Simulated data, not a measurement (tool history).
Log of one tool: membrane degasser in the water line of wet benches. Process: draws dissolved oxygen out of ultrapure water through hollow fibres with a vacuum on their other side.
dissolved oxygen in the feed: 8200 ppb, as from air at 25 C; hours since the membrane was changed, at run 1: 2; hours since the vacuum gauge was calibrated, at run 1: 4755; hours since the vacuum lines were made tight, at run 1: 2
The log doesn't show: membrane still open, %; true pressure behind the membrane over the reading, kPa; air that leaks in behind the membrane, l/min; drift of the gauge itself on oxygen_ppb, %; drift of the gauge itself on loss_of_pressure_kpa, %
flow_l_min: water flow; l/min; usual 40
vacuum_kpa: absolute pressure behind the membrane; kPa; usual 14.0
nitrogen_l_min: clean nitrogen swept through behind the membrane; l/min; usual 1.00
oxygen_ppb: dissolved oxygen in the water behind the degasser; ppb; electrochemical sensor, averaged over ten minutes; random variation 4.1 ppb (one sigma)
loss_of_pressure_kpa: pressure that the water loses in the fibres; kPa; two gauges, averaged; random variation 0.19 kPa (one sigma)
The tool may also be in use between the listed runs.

run,hour,flow_l_min,vacuum_kpa,nitrogen_l_min,hours since the membrane was changed,hours since the vacuum gauge was calibrated,hours since the vacuum lines were made tight,oxygen_ppb,loss_of_pressure_kpa
1,0.0,40,14.0,1.00,2,4755,2,822.8,41.29
2,264.7,40,14.0,1.00,266,5019,266,822.6,41.13
3,501.5,36,14.0,1.00,503,5256,503,755.4,36.83
4,703.2,36,14.0,1.00,705,5458,705,765.5,37.16
5,835.4,59,14.0,1.00,837,5590,837,1097.1,60.45
6,1034.8,59,14.0,1.00,1037,5789,1037,1091.8,60.89
7,1153.5,53,14.0,1.00,1155,5908,1155,1021.1,54.62
8,1387.1,53,14.0,1.00,1389,6142,1389,1015.6,55.15
9,1619.7,40,12.6,1.00,1621,6374,1621,734.8,41.80
10,1802.8,54,14.0,1.00,1804,6557,1804,1034.9,56.06
11,2044.4,54,14.0,1.00,2046,6799,2046,1031.9,56.09
12,2155.9,54,14.0,1.00,2158,6910,2158,1034.9,56.31
13,2357.3,40,14.0,1.02,2359,7112,2359,821.3,41.87
14,2490.8,47,14.0,1.00,2492,7245,2492,936.5,49.44
15,2710.8,40,31.7,1.00,2713,7465,2713,1894.9,41.83
16,2916.8,40,14.0,1.09,2919,7671,2919,788.4,42.18
17,3087.4,40,14.0,0.51,3089,7842,3089,1319.4,41.88
18,3254.4,64,14.0,0.71,3256,8009,3256,1449.4,67.10
19,3491.8,64,14.0,0.71,3494,8246,3494,1456.1,67.83
20,3674.0,51,10.3,1.00,3676,8429,3676,703.0,53.93
21,3906.8,51,26.6,2.25,3909,8661,3909,1066.8,53.89
# hour 4043.0: vacuum gauge calibrated
22,4043.0,51,26.6,2.25,4044,0,4044,1047.2,54.03
23,4285.0,51,26.6,2.25,4286,242,4286,1047.4,53.95
# hour 4330.8: seals of the vacuum lines changed
24,4440.2,37,14.0,1.00,4439,395,109,756.4,39.34
25,4698.7,37,14.0,1.00,4698,654,368,755.4,39.62
26,4878.4,37,14.0,1.00,4878,833,548,761.2,39.35
27,5024.7,37,11.4,0.58,5024,980,694,876.4,39.49
28,5158.5,41,14.9,1.88,5158,1114,828,540.0,43.84
29,5271.4,61,28.6,2.75,5271,1226,941,1112.9,65.57
30,5521.7,44,23.5,1.48,5521,1477,1191,1137.7,47.39
31,5788.7,31,12.9,2.35,5788,1744,1458,294.5,33.17

Measured less the same run without the tool's hidden state. The same run-to-run variation is in both; the gauge's scatter may not be:
run,oxygen_ppb,loss_of_pressure_kpa
1,+21.7,+0.01
2,+22.8,+0.09
3,+22.2,+0.15
4,+23.3,+0.21
5,+32.5,+0.42
6,+33.5,+0.52
7,+32.2,+0.53
8,+33.3,+0.65
9,+29.7,+0.57
10,+36.3,+0.85
11,+37.5,+0.98
12,+38.3,+1.03
13,+32.2,+0.84
14,+36.7,+1.05
15,+28.1,+0.97
16,+33.6,+1.05
17,+51.2,+1.12
18,+58.0,+1.90
19,+60.0,+2.06
20,+48.3,+1.71
21,+26.0,+1.83
22,+4.4,+1.90
23,+5.2,+1.99
24,+3.4,+1.50
25,+4.6,+1.61
26,+5.4,+1.67
27,+8.1,+1.72
28,+5.4,+1.94
29,+7.0,+2.98
30,+7.3,+2.25
31,+5.0,+1.66
